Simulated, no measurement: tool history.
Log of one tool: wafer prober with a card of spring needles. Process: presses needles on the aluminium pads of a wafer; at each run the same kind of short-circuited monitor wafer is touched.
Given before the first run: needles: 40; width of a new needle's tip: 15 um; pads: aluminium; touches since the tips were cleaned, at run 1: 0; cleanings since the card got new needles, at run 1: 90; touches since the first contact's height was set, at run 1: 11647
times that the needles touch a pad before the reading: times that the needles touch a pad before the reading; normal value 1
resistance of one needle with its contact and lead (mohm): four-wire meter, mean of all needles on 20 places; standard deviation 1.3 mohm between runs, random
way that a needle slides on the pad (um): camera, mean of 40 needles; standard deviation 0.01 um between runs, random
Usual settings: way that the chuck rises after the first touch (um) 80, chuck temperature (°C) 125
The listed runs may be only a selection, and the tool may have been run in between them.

run,day,way that the chuck rises after the first touch (um),chuck temperature (°C),times that the needles touch a pad before the reading,touches since the tips were cleaned,cleanings since the card got new needles,touches since the first contact's height was set,resistance of one needle with its contact and lead (mohm),way that a needle slides on the pad (um)
1,0,80,125,1,0,90,11647,292,11.6
# day 0.2: tips cleaned on abrasive film
# day 0.412: tips cleaned on abrasive film
# day 0.621: tips cleaned on abrasive film
2,0.692,80,125,1,1141,93,22598,301,11.55
# day 0.825: tips cleaned on abrasive film
# day 1.033: tips cleaned on abrasive film
# day 1.217: tips cleaned on abrasive film
3,1.279,80,125,3,1034,96,31810,292,11.53
# day 1.408: tips cleaned on abrasive film
# day 1.617: tips cleaned on abrasive film
# day 1.817: tips cleaned on abrasive film
4,1.971,80,125,3,2518,99,42764,296,11.48
# day 2.017: tips cleaned on abrasive film
# day 2.188: tips cleaned on abrasive film
# day 2.396: tips cleaned on abrasive film
5,2.479,80,125,3,1325,102,50678,296,11.46
# day 2.608: tips cleaned on abrasive film
# day 2.821: tips cleaned on abrasive film
# day 3.008: tips cleaned on abrasive film
6,3.046,80,125,3,586,105,59620,293,11.42
# day 3.208: tips cleaned on abrasive film
# day 3.417: tips cleaned on abrasive film
# day 3.462: height of the first contact set anew
7,3.512,80,125,1,1330,107,738,304,11.35
# day 3.638: tips cleaned on abrasive film
# day 3.838: tips cleaned on abrasive film
8,3.917,80,125,1,1263,109,7148,302,11.32
# day 4.046: tips cleaned on abrasive film
# day 4.246: tips cleaned on abrasive film
9,4.271,80,125,1,385,111,12673,298,11.32
# day 4.425: tips cleaned on abrasive film
# day 4.629: tips cleaned on abrasive film
10,4.771,80,125,1,2326,113,20633,308,11.31
# day 4.821: tips cleaned on abrasive film
# day 5.025: tips cleaned on abrasive film
11,5.125,80,125,1,1636,115,26167,303,11.28
# day 5.212: tips cleaned on abrasive film
# day 5.417: tips cleaned on abrasive film
# day 5.621: tips cleaned on abrasive film
12,5.775,80,125,1,2490,118,36398,310,11.25
# day 5.821: tips cleaned on abrasive film
# day 6.025: tips cleaned on abrasive film
13,6.112,80,125,1,1395,120,41717,306,11.23
# day 6.2: tips cleaned on abrasive film
# day 6.417: tips cleaned on abrasive film
# day 6.629: tips cleaned on abrasive film
# day 6.842: tips cleaned on abrasive film
14,6.883,80,125,1,670,124,53805,297,11.19
# day 7.05: tips cleaned on abrasive film
# day 7.25: tips cleaned on abrasive film
15,7.321,80,125,1,1146,126,60739,301,11.18
# day 7.375: height of the first contact set anew, once more
# day 7.462: tips cleaned on abrasive film
# day 7.671: tips cleaned on abrasive film
# day 7.871: tips cleaned on abrasive film
# day 8.075: tips cleaned on abrasive film
16,8.125,80,43,1,800,130,11777,278,11.6
# day 8.254: tips cleaned on abrasive film
# day 8.467: tips cleaned on abrasive film
# day 8.679: tips cleaned on abrasive film
17,8.767,70,26,1,1384,133,21871,279,10.1
# day 8.854: tips cleaned on abrasive film
# day 9.05: tips cleaned on abrasive film
# day 9.246: tips cleaned on abrasive film
# day 9.45: tips cleaned on abrasive film
18,9.554,70,26,1,1707,137,34315,284,10.07
# day 9.646: tips cleaned on abrasive film
# day 9.838: tips cleaned on abrasive film
19,9.946,74,48,3,1746,139,40430,279,10.63
# day 10.017: tips cleaned on abrasive film
# day 10.217: tips cleaned on abrasive film
20,10.304,74,48,3,1449,141,46103,279,10.62
# day 10.396: tips cleaned on abrasive film
# day 10.604: tips cleaned on abrasive film
21,10.675,80,106,2,1161,143,51900,294,11.48

Run 22 has not been measured yet. What should we expect?
# day 10.804: tips cleaned on abrasive film
# day 11: tips cleaned on abrasive film
22,11,80,125,2,0,145,56969,?,?

{"run 22": {"resistance of one needle with its contact and lead (mohm)": 294, "way that a needle slides on the pad (um)": 11.43}}
If the tool had no hidden condition, the same run with the same run-to-run variation would have returned resistance of one needle with its contact and lead (mohm) 292, way that a needle slides on the pad (um) 11.62.

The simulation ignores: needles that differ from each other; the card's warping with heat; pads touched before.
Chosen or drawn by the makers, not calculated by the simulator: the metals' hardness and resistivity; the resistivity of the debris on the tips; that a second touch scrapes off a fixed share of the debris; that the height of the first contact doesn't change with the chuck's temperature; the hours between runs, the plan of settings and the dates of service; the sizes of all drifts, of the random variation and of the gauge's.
